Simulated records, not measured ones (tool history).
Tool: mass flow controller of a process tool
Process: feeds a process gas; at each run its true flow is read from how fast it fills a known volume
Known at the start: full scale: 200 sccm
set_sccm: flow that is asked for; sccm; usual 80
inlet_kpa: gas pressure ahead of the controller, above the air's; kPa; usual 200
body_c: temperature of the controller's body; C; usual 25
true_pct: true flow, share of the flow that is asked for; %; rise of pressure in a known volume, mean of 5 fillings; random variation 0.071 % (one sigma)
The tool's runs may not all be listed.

{"run": 1, "hour": 0.0, "set_sccm": 80, "inlet_kpa": 200, "body_c": 25, "true_pct": 98.73}
{"run": 2, "hour": 233.7, "set_sccm": 80, "inlet_kpa": 200, "body_c": 25, "true_pct": 98.72}
{"run": 3, "hour": 472.2, "set_sccm": 80, "inlet_kpa": 200, "body_c": 25, "true_pct": 98.54}
{"run": 4, "hour": 637.9, "set_sccm": 182, "inlet_kpa": 200, "body_c": 25, "true_pct": 99.43}
{"run": 5, "hour": 828.3, "set_sccm": 182, "inlet_kpa": 200, "body_c": 25, "true_pct": 99.34}
{"run": 6, "hour": 958.2, "set_sccm": 80, "inlet_kpa": 200, "body_c": 25, "true_pct": 98.52}
{"run": 7, "hour": 1072.9, "set_sccm": 80, "inlet_kpa": 200, "body_c": 25, "true_pct": 98.46}
{"run": 8, "hour": 1212.4, "set_sccm": 80, "inlet_kpa": 200, "body_c": 25, "true_pct": 98.6}
{"run": 9, "hour": 1394.6, "set_sccm": 55, "inlet_kpa": 200, "body_c": 25, "true_pct": 98.06}
{"run": 10, "hour": 1595.2, "set_sccm": 80, "inlet_kpa": 200, "body_c": 33, "true_pct": 97.61}
{"run": 11, "hour": 1840.8, "set_sccm": 80, "inlet_kpa": 200, "body_c": 33, "true_pct": 97.57}
{"run": 12, "hour": 2046.9, "set_sccm": 80, "inlet_kpa": 200, "body_c": 33, "true_pct": 97.61}
{"run": 13, "hour": 2266.3, "set_sccm": 80, "inlet_kpa": 200, "body_c": 33, "true_pct": 97.55}
{"run": 14, "hour": 2481.8, "set_sccm": 80, "inlet_kpa": 200, "body_c": 33, "true_pct": 97.61}
{"run": 15, "hour": 2671.3, "set_sccm": 80, "inlet_kpa": 200, "body_c": 33, "true_pct": 97.58}
{"run": 16, "hour": 2859.7, "set_sccm": 80, "inlet_kpa": 200, "body_c": 33, "true_pct": 97.44}
{"run": 17, "hour": 3063.7, "set_sccm": 80, "inlet_kpa": 200, "body_c": 33, "true_pct": 97.44}
{"run": 18, "hour": 3166.1, "set_sccm": 80, "inlet_kpa": 200, "body_c": 33, "true_pct": 97.25}
{"run": 19, "hour": 3402.6, "set_sccm": 80, "inlet_kpa": 200, "body_c": 33, "true_pct": 97.34}
{"run": 20, "hour": 3629.0, "set_sccm": 80, "inlet_kpa": 200, "body_c": 33, "true_pct": 97.15}
{"run": 21, "hour": 3777.9, "set_sccm": 80, "inlet_kpa": 200, "body_c": 25, "true_pct": 97.84}
{"hour": 3799.5, "done": "controller's zero set anew"}
{"run": 22, "hour": 3965.5, "set_sccm": 123, "inlet_kpa": 200, "body_c": 25, "true_pct": 98.16}
{"run": 23, "hour": 4077.9, "set_sccm": 80, "inlet_kpa": 200, "body_c": 25, "true_pct": 97.5}
{"run": 24, "hour": 4291.5, "set_sccm": 80, "inlet_kpa": 200, "body_c": 25, "true_pct": 97.52}
{"run": 25, "hour": 4528.6, "set_sccm": 24, "inlet_kpa": 200, "body_c": 25, "true_pct": 93.67}
{"run": 26, "hour": 4733.7, "set_sccm": 24, "inlet_kpa": 200, "body_c": 25, "true_pct": 93.44}
{"run": 27, "hour": 4910.8, "set_sccm": 24, "inlet_kpa": 200, "body_c": 25, "true_pct": 93.28}
{"run": 28, "hour": 5154.9, "set_sccm": 24, "inlet_kpa": 200, "body_c": 25, "true_pct": 93.31}
{"hour": 5290.8, "done": "controller's zero set anew, once more"}
{"run": 29, "hour": 5371.8, "set_sccm": 24, "inlet_kpa": 200, "body_c": 25, "true_pct": 98.36}
{"run": 30, "hour": 5566.9, "set_sccm": 24, "inlet_kpa": 276, "body_c": 26, "true_pct": 98.46}
{"run": 31, "hour": 5764.9, "set_sccm": 80, "inlet_kpa": 200, "body_c": 27, "true_pct": 98.54}
{"run": 32, "hour": 6004.0, "set_sccm": 80, "inlet_kpa": 200, "body_c": 27, "true_pct": 98.41}
{"run": 33, "hour": 6212.7, "set_sccm": 113, "inlet_kpa": 235, "body_c": 27, "true_pct": 98.81}
{"run": 34, "hour": 6445.3, "set_sccm": 113, "inlet_kpa": 235, "body_c": 27, "true_pct": 98.81}
{"run": 35, "hour": 6600.7, "set_sccm": 22, "inlet_kpa": 235, "body_c": 31, "true_pct": 97.31}
{"run": 36, "hour": 6830.6, "set_sccm": 93, "inlet_kpa": 229, "body_c": 31, "true_pct": 98.13}
{"run": 37, "hour": 6990.8, "set_sccm": 93, "inlet_kpa": 229, "body_c": 31, "true_pct": 98.17}
{"run": 38, "hour": 7130.8, "set_sccm": 43, "inlet_kpa": 198, "body_c": 29, "true_pct": 97.66}
{"run": 39, "hour": 7335.3, "set_sccm": 80, "inlet_kpa": 144, "body_c": 21, "true_pct": 98.49}
{"run": 40, "hour": 7563.6, "set_sccm": 23, "inlet_kpa": 200, "body_c": 25, "true_pct": 97.11}
{"run": 41, "hour": 7761.0, "set_sccm": 23, "inlet_kpa": 200, "body_c": 25, "true_pct": 97.14}
{"run": 42, "hour": 7920.7, "set_sccm": 70, "inlet_kpa": 158, "body_c": 25, "true_pct": 97.97}
{"run": 43, "hour": 8078.0, "set_sccm": 70, "inlet_kpa": 158, "body_c": 25, "true_pct": 97.97}
{"run": 44, "hour": 8314.8, "set_sccm": 70, "inlet_kpa": 179, "body_c": 31, "true_pct": 97.48}
{"run": 45, "hour": 8523.7, "set_sccm": 155, "inlet_kpa": 200, "body_c": 25, "true_pct": 98.82}
{"run": 46, "hour": 8717.6, "set_sccm": 121, "inlet_kpa": 200, "body_c": 39, "true_pct": 97.16}
{"run": 47, "hour": 8906.8, "set_sccm": 121, "inlet_kpa": 200, "body_c": 39, "true_pct": 97.17}
{"run": 48, "hour": 9117.1, "set_sccm": 121, "inlet_kpa": 228, "body_c": 39, "true_pct": 97.23}
{"run": 49, "hour": 9250.2, "set_sccm": 80, "inlet_kpa": 272, "body_c": 29, "true_pct": 98.08}

The same runs without the tool's hidden state, with the same run-to-run variation:
The hidden state here: flow at rest that the sensor doesn't see, % of full scale; true flow over the shown one, %; drift of the gauge itself on true_pct, %.
run=1 true_pct=99.53
run=2 true_pct=99.57
run=3 true_pct=99.43
run=4 true_pct=100
run=5 true_pct=99.94
run=6 true_pct=99.5
run=7 true_pct=99.47
run=8 true_pct=99.63
run=9 true_pct=99.46
run=10 true_pct=98.71
run=11 true_pct=98.72
run=12 true_pct=98.8
run=13 true_pct=98.78
run=14 true_pct=98.88
run=15 true_pct=98.89
run=16 true_pct=98.79
run=17 true_pct=98.83
run=18 true_pct=98.65
run=19 true_pct=98.79
run=20 true_pct=98.64
run=21 true_pct=99.35
run=22 true_pct=99.63
run=23 true_pct=99.5
run=24 true_pct=99.56
run=25 true_pct=99.3
run=26 true_pct=99.15
run=27 true_pct=99.07
run=28 true_pct=99.22
run=29 true_pct=99.27
run=30 true_pct=99.45
run=31 true_pct=99.32
run=32 true_pct=99.23
run=33 true_pct=99.62
run=34 true_pct=99.66
run=35 true_pct=98.87
run=36 true_pct=99.08
run=37 true_pct=99.15
run=38 true_pct=98.96
run=39 true_pct=99.57
run=40 true_pct=99.11
run=41 true_pct=99.25
run=42 true_pct=99.22
run=43 true_pct=99.25
run=44 true_pct=98.82
run=45 true_pct=99.91
run=46 true_pct=98.34
run=47 true_pct=98.38
run=48 true_pct=98.47
run=49 true_pct=99.53
